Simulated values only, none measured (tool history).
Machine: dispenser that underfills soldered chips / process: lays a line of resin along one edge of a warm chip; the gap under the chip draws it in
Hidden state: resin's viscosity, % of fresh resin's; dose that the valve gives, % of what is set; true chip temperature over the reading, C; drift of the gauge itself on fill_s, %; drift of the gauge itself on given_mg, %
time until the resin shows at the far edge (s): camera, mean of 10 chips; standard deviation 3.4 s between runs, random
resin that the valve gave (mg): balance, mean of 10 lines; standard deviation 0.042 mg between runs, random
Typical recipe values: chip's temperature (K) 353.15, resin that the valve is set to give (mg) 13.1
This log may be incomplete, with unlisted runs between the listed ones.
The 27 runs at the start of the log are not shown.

run,day,chip's temperature (K),resin that the valve is set to give (mg),hours of work since the syringe was changed,hours of work since the valve was cleaned,hours of work since the stage was calibrated,time until the resin shows at the far edge (s),resin that the valve gave (mg)
# day 4.454: new syringe of resin
28,4.454,353.15,12.8,0,8,130,352,12.82
29,4.608,353.15,12.8,3,11,132,445.5,12.72
30,4.762,341.15,14.5,6,14,135,1059.7,14.45
31,4.875,348.15,16.5,8,16,137,865.3,16.22
# day 5.012: new syringe of resin
32,5.054,340.15,11.8,1,19,140,769.7,11.63
33,5.208,358.15,11.2,3,21,143,373.6,10.97
34,5.396,358.15,11.2,7,25,146,519.9,11.02
# day 5.571: new syringe of resin
35,5.642,350.15,15.9,1,29,150,452.3,15.53
36,5.821,363.15,13.1,4,32,154,313.4,12.81

What if the next run were any one of these 3? Each begins from the tool's condition after run 36:
A,5.979,346.15,13.1,7,35,156,?,?
B,5.979,353.15,12,7,35,156,?,?
C,5.979,348.15,16.8,7,35,156,?,?

run,time until the resin shows at the far edge (s),resin that the valve gave (mg)
A,971.7,12.74
B,664.3,11.68
C,865.9,16.36
Without the tool's unlogged condition, the same runs would have read:
run,time until the resin shows at the far edge (s),resin that the valve gave (mg)
A,497.5,13.07
B,339.4,11.99
C,444.5,16.8
